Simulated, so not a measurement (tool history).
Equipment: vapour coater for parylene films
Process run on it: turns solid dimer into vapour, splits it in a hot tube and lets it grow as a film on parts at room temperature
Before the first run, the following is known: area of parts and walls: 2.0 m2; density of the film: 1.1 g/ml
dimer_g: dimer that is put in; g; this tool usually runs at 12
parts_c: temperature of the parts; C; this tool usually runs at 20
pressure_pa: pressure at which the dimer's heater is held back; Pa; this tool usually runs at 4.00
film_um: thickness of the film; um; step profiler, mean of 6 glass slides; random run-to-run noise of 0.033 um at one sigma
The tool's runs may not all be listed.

Run 1, hour 0.0: usual settings. Result: film_um 2.98 um.
Run 2, hour 74.4: usual settings. Result: film_um 3.03 um.
At hour 117.1: trap's valve overhauled.
Run 3, hour 120.0: usual settings. Result: film_um 3.23 um.
Run 4, hour 187.8: usual settings but dimer_g 5 g. Result: film_um 1.34 um.
Run 5, hour 219.0: usual settings but parts_c 29 C. Result: film_um 2.36 um.
Run 6, hour 252.4: usual settings but dimer_g 20 g. Result: film_um 5.24 um.
Run 7, hour 288.1: usual settings but dimer_g 20 g. Result: film_um 5.27 um.
Run 8, hour 350.7: usual settings but pressure_pa 8.47 Pa. Result: film_um 2.81 um.
Run 9, hour 425.9: usual settings but pressure_pa 8.47 Pa. Result: film_um 2.79 um.
Run 10, hour 470.6: usual settings. Result: film_um 3.11 um.
Run 11, hour 506.9: usual settings. Result: film_um 3.07 um.
Run 12, hour 577.5: usual settings but dimer_g 21 g. Result: film_um 5.33 um.
Run 13, hour 641.7: usual settings but parts_c 22 C. Result: film_um 2.81 um.
Run 14, hour 717.1: usual settings but parts_c 22 C. Result: film_um 2.82 um.
Run 15, hour 762.1: usual settings but dimer_g 20 g, parts_c 22 C. Result: film_um 4.59 um.
Run 16, hour 828.6: usual settings but dimer_g 20 g, parts_c 22 C. Result: film_um 4.60 um.
Run 17, hour 884.8: usual settings but dimer_g 20 g, parts_c 22 C. Result: film_um 4.55 um.
At hour 905.1: trap's valve overhauled.
Run 18, hour 949.7: usual settings but parts_c 19 C. Result: film_um 3.24 um.
Run 19, hour 999.2: usual settings but parts_c 15 C, pressure_pa 2.46 Pa. Result: film_um 3.98 um.
Run 20, hour 1054.3: usual settings but dimer_g 6 g, parts_c 22 C, pressure_pa 6.87 Pa. Result: film_um 1.31 um.
Run 21, hour 1101.7: usual settings but dimer_g 8 g, parts_c 29 C, pressure_pa 3.28 Pa. Result: film_um 1.58 um.
Run 22, hour 1152.7: usual settings but dimer_g 7 g, pressure_pa 5.70 Pa. Result: film_um 1.69 um.
Run 23, hour 1224.5: usual settings but dimer_g 14 g, parts_c 13 C, pressure_pa 3.83 Pa. Result: film_um 4.68 um.
Run 24, hour 1262.7: usual settings but parts_c 12 C, pressure_pa 5.16 Pa. Result: film_um 3.86 um.
Run 25, hour 1328.5: usual settings but dimer_g 14 g, parts_c 24 C, pressure_pa 5.16 Pa. Result: film_um 2.95 um.
Run 26, hour 1401.1: usual settings but dimer_g 14 g, parts_c 24 C, pressure_pa 5.16 Pa. Result: film_um 2.93 um.
Run 27, hour 1437.6: usual settings but dimer_g 14 g, parts_c 24 C, pressure_pa 5.16 Pa. Result: film_um 2.92 um.
Run 28, hour 1504.1: usual settings but dimer_g 14 g, parts_c 24 C, pressure_pa 5.16 Pa. Result: film_um 2.93 um.
Run 29, hour 1563.7: usual settings but dimer_g 14 g, parts_c 24 C, pressure_pa 5.16 Pa. Result: film_um 2.90 um.
Run 30, hour 1616.1: usual settings but dimer_g 14 g, parts_c 24 C, pressure_pa 5.16 Pa. Result: film_um 2.92 um.
Run 31, hour 1675.9: usual settings but dimer_g 14 g, parts_c 15 C, pressure_pa 5.16 Pa. Result: film_um 3.88 um.
At hour 1697.1: trap's valve overhauled.
Run 32, hour 1717.4: usual settings but dimer_g 5 g, parts_c 16 C. Result: film_um 1.49 um.
Run 33, hour 1772.8: usual settings but dimer_g 5 g, parts_c 25 C, pressure_pa 5.88 Pa. Result: film_um 1.03 um.

Predict each of these 3 candidate next runs independently; none follows another, all start after run 33:
Run A, hour 1827.0: usual settings but dimer_g 6 g, parts_c 17 C. Result: film_um ?.
Run B, hour 1827.0: usual settings but dimer_g 10 g, parts_c 25 C, pressure_pa 5.88 Pa. Result: film_um ?.
Run C, hour 1827.0: usual settings but dimer_g 16 g, parts_c 13 C, pressure_pa 5.15 Pa. Result: film_um ?.

run  film_um
  A     1.70
  B     2.04
  C     5.10
With the hidden condition removed and each run's random variation left untouched, the same runs would have given:
run  film_um
  A     1.81
  B     2.16
  C     5.42
